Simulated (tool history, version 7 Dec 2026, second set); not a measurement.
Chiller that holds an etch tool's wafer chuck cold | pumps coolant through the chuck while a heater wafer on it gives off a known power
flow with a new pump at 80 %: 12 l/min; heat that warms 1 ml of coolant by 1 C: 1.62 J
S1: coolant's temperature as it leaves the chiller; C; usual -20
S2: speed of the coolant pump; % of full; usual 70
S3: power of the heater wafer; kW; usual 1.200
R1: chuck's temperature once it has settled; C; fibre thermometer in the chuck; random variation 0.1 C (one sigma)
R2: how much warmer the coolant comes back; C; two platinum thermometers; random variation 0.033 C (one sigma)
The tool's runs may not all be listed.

run	hour	S1	S2	S3	R1	R2
1	0.0	-20	70	1.200	-8.0	4.70
2	53.1	-20	70	1.200	-8.0	4.67
3	103.4	-20	70	1.200	-7.8	4.78
4	171.5	-20	70	1.200	-7.8	4.77
5	224.7	-20	70	1.200	-7.8	4.85
6	287.9	-20	70	1.200	-7.9	4.77
7	332.8	-20	70	1.200	-7.7	4.81
8	398.8	-20	70	1.200	-7.7	4.81
9	439.7	-20	70	0.708	-13.1	2.80
10	493.6	-30	70	1.200	-17.8	4.82
11	547.9	-12	70	0.857	-3.5	3.45
12	592.3	-15	67	0.882	-5.8	3.73
13	625.7	-17	84	1.086	-7.5	3.64
14	689.6	-22	97	1.153	-13.3	3.18

The next listed run, before its measurement:
15	736.1	-22	97	0.621	?	?

R1: -17.7 C
R2: 1.71 C
Without the tool's hidden state the same run would have given R1 -17.8 C, R2 1.51 C.

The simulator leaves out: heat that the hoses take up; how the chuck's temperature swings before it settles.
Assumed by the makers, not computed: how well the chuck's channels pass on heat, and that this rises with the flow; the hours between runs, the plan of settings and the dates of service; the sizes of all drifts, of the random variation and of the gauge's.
